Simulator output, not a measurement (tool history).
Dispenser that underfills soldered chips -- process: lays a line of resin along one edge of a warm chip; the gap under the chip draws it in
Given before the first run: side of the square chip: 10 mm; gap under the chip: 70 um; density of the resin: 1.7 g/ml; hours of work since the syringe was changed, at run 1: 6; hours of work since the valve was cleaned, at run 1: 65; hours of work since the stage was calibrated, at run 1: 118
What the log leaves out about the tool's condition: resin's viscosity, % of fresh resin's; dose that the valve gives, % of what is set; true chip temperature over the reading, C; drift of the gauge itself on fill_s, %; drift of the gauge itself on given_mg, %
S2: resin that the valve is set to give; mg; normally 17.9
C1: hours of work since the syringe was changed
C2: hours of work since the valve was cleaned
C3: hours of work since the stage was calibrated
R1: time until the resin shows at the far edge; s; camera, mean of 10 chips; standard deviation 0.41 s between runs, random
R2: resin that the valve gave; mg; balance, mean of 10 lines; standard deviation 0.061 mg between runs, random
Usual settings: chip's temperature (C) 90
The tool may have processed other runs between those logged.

run 1 hour=0 | chip's_temperature_(C)=90 S2=17.9 | C1=6 C2=65 C3=118 | R1=33.8 R2=17.38
run 2 hour=5.1 | chip's_temperature_(C)=87 S2=17.9 | C1=9 C2=69 C3=122 | R1=43.2 R2=17.35
-- hour=9.2 new syringe of resin
run 3 hour=9.7 | chip's_temperature_(C)=87 S2=17.9 | C1=0 C2=72 C3=125 | R1=31.4 R2=17.34
run 4 hour=13.5 | chip's_temperature_(C)=87 S2=17.9 | C1=3 C2=74 C3=128 | R1=34.2 R2=17.45
run 5 hour=16.3 | chip's_temperature_(C)=87 S2=17.9 | C1=5 C2=76 C3=130 | R1=36.1 R2=17.31
run 6 hour=18.7 | chip's_temperature_(C)=87 S2=17.9 | C1=7 C2=78 C3=131 | R1=39.5 R2=17.35
run 7 hour=22.3 | chip's_temperature_(C)=89 S2=17.9 | C1=9 C2=80 C3=134 | R1=40.3 R2=17.27
-- hour=26.8 new syringe of resin
run 8 hour=27 | chip's_temperature_(C)=89 S2=17.9 | C1=0 C2=83 C3=137 | R1=28.9 R2=17.2
run 9 hour=29.5 | chip's_temperature_(C)=90 S2=22.8 | C1=2 C2=85 C3=138 | R1=28.7 R2=21.9
run 10 hour=33.4 | chip's_temperature_(C)=90 S2=17.9 | C1=5 C2=88 C3=141 | R1=33.2 R2=17.26
run 11 hour=36.4 | chip's_temperature_(C)=90 S2=17.9 | C1=7 C2=90 C3=143 | R1=36.5 R2=17.11
run 12 hour=40.5 | chip's_temperature_(C)=96 S2=17.9 | C1=10 C2=93 C3=146 | R1=32.1 R2=17.18
-- hour=44.4 new syringe of resin
run 13 hour=44.6 | chip's_temperature_(C)=90 S2=17.9 | C1=0 C2=95 C3=149 | R1=27.6 R2=17.08
run 14 hour=48.8 | chip's_temperature_(C)=90 S2=17.9 | C1=3 C2=98 C3=152 | R1=31.5 R2=17.15
run 15 hour=51.6 | chip's_temperature_(C)=82 S2=17.9 | C1=5 C2=100 C3=154 | R1=45.6 R2=17.04
run 16 hour=55 | chip's_temperature_(C)=82 S2=17.9 | C1=7 C2=103 C3=156 | R1=49.2 R2=17.08
run 17 hour=58.3 | chip's_temperature_(C)=82 S2=17.9 | C1=10 C2=105 C3=158 | R1=54.3 R2=17.17
-- hour=61.8 new syringe of resin
run 18 hour=62.2 | chip's_temperature_(C)=93 S2=17.9 | C1=0 C2=108 C3=161 | R1=24.4 R2=17.06
run 19 hour=65 | chip's_temperature_(C)=88 S2=22 | C1=2 C2=109 C3=163 | R1=31.2 R2=20.91
run 20 hour=69.4 | chip's_temperature_(C)=88 S2=22 | C1=5 C2=113 C3=166 | R1=35.1 R2=21.04
run 21 hour=72 | chip's_temperature_(C)=75 S2=15.2 | C1=7 C2=114 C3=168 | R1=68.8 R2=14.46
run 22 hour=77.1 | chip's_temperature_(C)=75 S2=22.4 | C1=11 C2=118 C3=171 | R1=71.7 R2=21.29
-- hour=79.3 new syringe of resin
run 23 hour=81.9 | chip's_temperature_(C)=80 S2=19.8 | C1=2 C2=121 C3=174 | R1=43.2 R2=18.8
run 24 hour=85.5 | chip's_temperature_(C)=90 S2=18.5 | C1=4 C2=124 C3=177 | R1=32.9 R2=17.56
-- hour=90.8 dispensing valve cleaned and set on the balance
run 25 hour=90.8 | chip's_temperature_(C)=97 S2=16.3 | C1=7 C2=0 C3=180 | R1=28.8 R2=16.3
run 26 hour=93.7 | chip's_temperature_(C)=97 S2=16.3 | C1=9 C2=2 C3=182 | R1=30.6 R2=16.25
run 27 hour=95.8 | chip's_temperature_(C)=75 S2=18.9 | C1=11 C2=3 C3=183 | R1=74.4 R2=18.97
-- hour=97.7 new syringe of resin
run 28 hour=100.7 | chip's_temperature_(C)=101 S2=21.2 | C1=2 C2=7 C3=187 | R1=18.9 R2=21.27
run 29 hour=103 | chip's_temperature_(C)=83 S2=17.9 | C1=4 C2=8 C3=188 | R1=40.5 R2=17.84
run 30 hour=106.5 | chip's_temperature_(C)=80 S2=15.8 | C1=6 C2=11 C3=191 | R1=51.6 R2=15.76
run 31 hour=109.2 | chip's_temperature_(C)=90 S2=16.1 | C1=8 C2=13 C3=192 | R1=37.7 R2=16.01
run 32 hour=114.3 | chip's_temperature_(C)=90 S2=23.1 | C1=12 C2=16 C3=196 | R1=41.8 R2=22.94
-- hour=115.3 new syringe of resin
run 33 hour=117.6 | chip's_temperature_(C)=97 S2=22.5 | C1=2 C2=18 C3=198 | R1=22.4 R2=22.19
run 34 hour=122.6 | chip's_temperature_(C)=97 S2=22.5 | C1=5 C2=22 C3=202 | R1=25 R2=22.35
run 35 hour=126.1 | chip's_temperature_(C)=79 S2=20 | C1=8 C2=24 C3=204 | R1=54 R2=19.8
run 36 hour=130 | chip's_temperature_(C)=97 S2=18.4 | C1=10 C2=27 C3=207 | R1=31.3 R2=18.15

A few steps of R1 between consecutive runs. Split each: what settings, incoming material and random variation would produce without the hidden state, and what is left over for the hidden state, along with gauge scatter present in only one of the two compared results (measured, and without hidden state):
Run 17 -> 18: chip's temperature (C) 82 -> 93, new syringe of resin. R1 -29.9 s: hidden state -16.8, all else -13.1.
Run 20 -> 21: chip's temperature (C) 88 -> 75, S2 22 -> 15.2. R1 +33.7 s: hidden state +10.6, all else +23.1.
Run 22 -> 23: chip's temperature (C) 75 -> 80, S2 22.4 -> 19.8, new syringe of resin. R1 -28.5 s: hidden state -21.3, all else -7.2.
Run 26 -> 27: chip's temperature (C) 97 -> 75, S2 16.3 -> 18.9. R1 +43.8 s: hidden state +16.1, all else +27.7.
Run 27 -> 28: chip's temperature (C) 75 -> 101, S2 18.9 -> 21.2, new syringe of resin. R1 -55.5 s: hidden state -24.1, all else -31.4.
